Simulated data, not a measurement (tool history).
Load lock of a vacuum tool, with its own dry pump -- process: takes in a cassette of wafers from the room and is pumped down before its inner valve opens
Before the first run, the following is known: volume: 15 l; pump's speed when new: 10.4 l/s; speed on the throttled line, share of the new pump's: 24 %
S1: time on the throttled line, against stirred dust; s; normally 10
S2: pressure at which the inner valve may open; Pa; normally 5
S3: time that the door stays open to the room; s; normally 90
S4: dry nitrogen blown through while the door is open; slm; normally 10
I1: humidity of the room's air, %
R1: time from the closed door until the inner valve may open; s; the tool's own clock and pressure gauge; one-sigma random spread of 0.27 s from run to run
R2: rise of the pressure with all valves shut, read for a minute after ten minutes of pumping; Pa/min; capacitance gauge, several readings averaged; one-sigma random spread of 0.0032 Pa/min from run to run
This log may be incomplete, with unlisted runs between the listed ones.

{"run": 1, "hour": 0.0, "S1": 10, "S2": 5, "S3": 90, "S4": 10, "I1": 47.2, "R1": 23.2, "R2": 0.495}
{"run": 2, "hour": 367.9, "S1": 10, "S2": 5, "S3": 90, "S4": 10, "I1": 45.4, "R1": 23.3, "R2": 0.496}
{"run": 3, "hour": 970.5, "S1": 10, "S2": 5, "S3": 90, "S4": 10, "I1": 47.4, "R1": 23.4, "R2": 0.531}
{"run": 4, "hour": 1268.1, "S1": 10, "S2": 5, "S3": 90, "S4": 10, "I1": 43.3, "R1": 23.3, "R2": 0.54}
{"run": 5, "hour": 1804.4, "S1": 10, "S2": 5, "S3": 90, "S4": 10, "I1": 44.2, "R1": 23.7, "R2": 0.581}
{"run": 6, "hour": 2223.6, "S1": 10, "S2": 5, "S3": 175, "S4": 10, "I1": 44.3, "R1": 23.5, "R2": 0.647}
{"run": 7, "hour": 2783.1, "S1": 10, "S2": 5, "S3": 175, "S4": 10, "I1": 45.3, "R1": 23.9, "R2": 0.687}
{"run": 8, "hour": 3226.4, "S1": 10, "S2": 5, "S3": 175, "S4": 10, "I1": 46.6, "R1": 23.3, "R2": 0.713}
{"run": 9, "hour": 3586.8, "S1": 10, "S2": 5, "S3": 90, "S4": 10, "I1": 43.2, "R1": 23.8, "R2": 0.656}
{"run": 10, "hour": 4086.1, "S1": 12, "S2": 5, "S3": 90, "S4": 10, "I1": 46.3, "R1": 25.5, "R2": 0.7}
{"hour": 4509.3, "done": "door's seal changed, seat wiped"}
{"run": 11, "hour": 4521.1, "S1": 12, "S2": 5, "S3": 90, "S4": 10, "I1": 43.7, "R1": 25.7, "R2": 0.109}
{"run": 12, "hour": 5172.8, "S1": 12, "S2": 5, "S3": 90, "S4": 10, "I1": 45.5, "R1": 25.5, "R2": 0.11}
{"run": 13, "hour": 5683.3, "S1": 16, "S2": 5, "S3": 90, "S4": 10, "I1": 44.4, "R1": 28.1, "R2": 0.119}
{"run": 14, "hour": 6287.7, "S1": 16, "S2": 5, "S3": 90, "S4": 10, "I1": 48.9, "R1": 28.7, "R2": 0.139}
{"run": 15, "hour": 6632.4, "S1": 16, "S2": 5, "S3": 90, "S4": 10, "I1": 45.6, "R1": 28.9, "R2": 0.13}
{"hour": 6962.1, "done": "dry pump taken out, an overhauled one fitted"}
{"run": 16, "hour": 7089.5, "S1": 16, "S2": 5, "S3": 90, "S4": 10, "I1": 45.3, "R1": 26.4, "R2": 0.142}
{"run": 17, "hour": 7386.7, "S1": 16, "S2": 5, "S3": 90, "S4": 10, "I1": 44.9, "R1": 26.6, "R2": 0.145}
{"run": 18, "hour": 7689.8, "S1": 10, "S2": 5, "S3": 90, "S4": 10, "I1": 41.9, "R1": 21.7, "R2": 0.15}
{"run": 19, "hour": 8376.5, "S1": 15, "S2": 5, "S3": 81, "S4": 5, "I1": 49.9, "R1": 25.6, "R2": 0.186}
{"run": 20, "hour": 8766.5, "S1": 10, "S2": 9, "S3": 26, "S4": 10, "I1": 43, "R1": 21.1, "R2": 0.116}
{"run": 21, "hour": 9442.5, "S1": 10, "S2": 6, "S3": 45, "S4": 4, "I1": 42.9, "R1": 21.7, "R2": 0.161}
{"run": 22, "hour": 10125.4, "S1": 9, "S2": 7, "S3": 34, "S4": 27, "I1": 45.1, "R1": 21.2, "R2": 0.149}
{"run": 23, "hour": 10730.4, "S1": 9, "S2": 7, "S3": 34, "S4": 27, "I1": 47.1, "R1": 21.3, "R2": 0.173}
{"run": 24, "hour": 11027.8, "S1": 15, "S2": 5, "S3": 90, "S4": 7, "I1": 40.4, "R1": 25.8, "R2": 0.228}
{"run": 25, "hour": 11707.6, "S1": 11, "S2": 5, "S3": 90, "S4": 7, "I1": 43.4, "R1": 23.4, "R2": 0.261}
{"run": 26, "hour": 12340.5, "S1": 11, "S2": 5, "S3": 90, "S4": 7, "I1": 47.2, "R1": 23.4, "R2": 0.288}
{"run": 27, "hour": 12816.3, "S1": 11, "S2": 6, "S3": 95, "S4": 26, "I1": 43.4, "R1": 23.1, "R2": 0.273}
{"run": 28, "hour": 13235.2, "S1": 7, "S2": 9, "S3": 35, "S4": 7, "I1": 49.1, "R1": 19.8, "R2": 0.276}
{"run": 29, "hour": 13624.1, "S1": 7, "S2": 9, "S3": 35, "S4": 7, "I1": 47.3, "R1": 19.4, "R2": 0.282}
{"run": 30, "hour": 14044.5, "S1": 10, "S2": 5, "S3": 217, "S4": 24, "I1": 45.9, "R1": 23.1, "R2": 0.375}
{"run": 31, "hour": 14537.7, "S1": 10, "S2": 5, "S3": 217, "S4": 24, "I1": 45.8, "R1": 23, "R2": 0.396}
{"run": 32, "hour": 15046.0, "S1": 10, "S2": 5, "S3": 217, "S4": 24, "I1": 46, "R1": 23.2, "R2": 0.417}
{"run": 33, "hour": 15649.8, "S1": 6, "S2": 6, "S3": 198, "S4": 5, "I1": 42.9, "R1": 20, "R2": 0.488}
{"run": 34, "hour": 16100.7, "S1": 11, "S2": 6, "S3": 198, "S4": 9, "I1": 44.4, "R1": 24, "R2": 0.487}
{"run": 35, "hour": 16588.4, "S1": 7, "S2": 6, "S3": 198, "S4": 9, "I1": 45.5, "R1": 20.8, "R2": 0.521}
{"run": 36, "hour": 16961.4, "S1": 7, "S2": 6, "S3": 47, "S4": 22, "I1": 45.4, "R1": 21.1, "R2": 0.409}

Subtracting, for every run, the result it would have given without the tool's unlogged condition from the measured result gives the following. The same run-to-run variation enters both numbers; the gauge's scatter may not:
Hidden conditions of the tool in this case: pump's speed, % of a new pump's; leak at the door's seal, Pa l/s; drift of the gauge itself on ready_s, %; drift of the gauge itself on rise_pa_min, %.
run=1 R1=+1.2 R2=+0.39
run=2 R1=+1.2 R2=+0.395
run=3 R1=+1.3 R2=+0.425
run=4 R1=+1.5 R2=+0.448
run=5 R1=+1.6 R2=+0.477
run=6 R1=+1.5 R2=+0.493
run=7 R1=+1.7 R2=+0.529
run=8 R1=+1.8 R2=+0.551
run=9 R1=+1.8 R2=+0.561
run=10 R1=+1.8 R2=+0.595
run=11 R1=+1.9 R2=+0.004
run=12 R1=+2 R2=+0.013
run=13 R1=+1.9 R2=+0.019
run=14 R1=+2 R2=+0.027
run=15 R1=+2.1 R2=+0.032
run=16 R1=+0 R2=+0.04
run=17 R1=+0 R2=+0.045
run=18 R1=+0.1 R2=+0.054
run=19 R1=+0.1 R2=+0.066
run=20 R1=+0.1 R2=+0.077
run=21 R1=+0.3 R2=+0.09
run=22 R1=+0.3 R2=+0.111
run=23 R1=+0.4 R2=+0.127
run=24 R1=+0.4 R2=+0.134
run=25 R1=+0.6 R2=+0.156
run=26 R1=+0.7 R2=+0.182
run=27 R1=+0.8 R2=+0.196
run=28 R1=+0.8 R2=+0.211
run=29 R1=+0.9 R2=+0.219
run=30 R1=+0.9 R2=+0.237
run=31 R1=+1.1 R2=+0.258
run=32 R1=+1.1 R2=+0.276
run=33 R1=+1.3 R2=+0.301
run=34 R1=+1.2 R2=+0.319
run=35 R1=+1.4 R2=+0.341
run=36 R1=+1.5 R2=+0.357
